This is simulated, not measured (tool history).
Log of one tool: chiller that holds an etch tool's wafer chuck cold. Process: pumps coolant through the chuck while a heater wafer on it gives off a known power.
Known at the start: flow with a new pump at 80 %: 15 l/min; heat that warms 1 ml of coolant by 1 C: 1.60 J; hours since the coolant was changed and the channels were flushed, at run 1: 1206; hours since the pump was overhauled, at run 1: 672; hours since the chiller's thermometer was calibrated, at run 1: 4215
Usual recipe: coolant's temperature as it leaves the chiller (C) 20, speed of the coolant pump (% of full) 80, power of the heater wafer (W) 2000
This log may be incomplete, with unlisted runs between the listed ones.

| run | hour | coolant's temperature as it leaves the chiller (C) | speed of the coolant pump (% of full) | power of the heater wafer (W) | hours since the coolant was changed and the channels were flushed | hours since the pump was overhauled | hours since the chiller's thermometer was calibrated | chuck's temperature once it has settled (C) | how much warmer the coolant comes back (C) |
|---|---|---|---|---|---|---|---|---|---|
| 1 | 0.0 | 20 | 80 | 2000 | 1206 | 672 | 4215 | 37.1 | 5.04 |
| 2 | 12.4 | 20 | 80 | 2000 | 1218 | 685 | 4228 | 37.0 | 4.98 |
|  | 27.5 | chiller's thermometer calibrated |
| 3 | 41.0 | 20 | 87 | 2000 | 1246 | 712 | 14 | 36.4 | 4.66 |
| 4 | 54.9 | 20 | 87 | 2000 | 1260 | 726 | 27 | 36.3 | 4.67 |
| 5 | 79.2 | 20 | 80 | 2000 | 1284 | 751 | 52 | 37.5 | 5.06 |
| 6 | 108.4 | 20 | 80 | 2000 | 1313 | 780 | 81 | 37.6 | 5.01 |
| 7 | 123.1 | 20 | 80 | 2000 | 1328 | 794 | 96 | 37.4 | 5.03 |
| 8 | 148.1 | 20 | 80 | 2000 | 1353 | 819 | 121 | 37.3 | 5.04 |
| 9 | 172.0 | 20 | 80 | 2000 | 1377 | 843 | 145 | 37.5 | 5.07 |
| 10 | 191.3 | 20 | 80 | 2000 | 1396 | 863 | 164 | 37.7 | 5.05 |
| 11 | 219.7 | 29 | 80 | 2000 | 1424 | 891 | 192 | 46.5 | 5.05 |
| 12 | 246.0 | 29 | 80 | 2000 | 1451 | 917 | 219 | 46.6 | 5.12 |
| 13 | 258.7 | 16 | 62 | 2000 | 1463 | 930 | 231 | 37.5 | 6.49 |
| 14 | 276.8 | 19 | 85 | 2000 | 1481 | 948 | 249 | 35.9 | 4.80 |
| 15 | 296.7 | 19 | 85 | 2000 | 1501 | 968 | 269 | 35.7 | 4.74 |
| 16 | 326.9 | 19 | 72 | 2000 | 1532 | 998 | 299 | 38.0 | 5.64 |
| 17 | 348.5 | 20 | 61 | 1082 | 1553 | 1020 | 321 | 31.7 | 3.63 |
| 18 | 362.1 | 26 | 73 | 2087 | 1567 | 1033 | 335 | 45.8 | 5.79 |
| 19 | 380.1 | 28 | 83 | 2141 | 1585 | 1051 | 353 | 46.4 | 5.29 |

For each entry between runs, how does the tool's hidden state at the last listed run before it compare with that at the first listed run after it?
Between runs 2 and 3: chiller's thermometer calibrated (hour 27.5)
  heat passed by the chuck's channels, % of clean ones': 95.5 -> 95.4; coolant's true temperature over the reading, C: -0.42 -> 0.01
  measured less the result without the state, chuck's temperature once it has settled (C): +0.4 -> +0.8; how much warmer the coolant comes back (C): +0.07 -> +0.07

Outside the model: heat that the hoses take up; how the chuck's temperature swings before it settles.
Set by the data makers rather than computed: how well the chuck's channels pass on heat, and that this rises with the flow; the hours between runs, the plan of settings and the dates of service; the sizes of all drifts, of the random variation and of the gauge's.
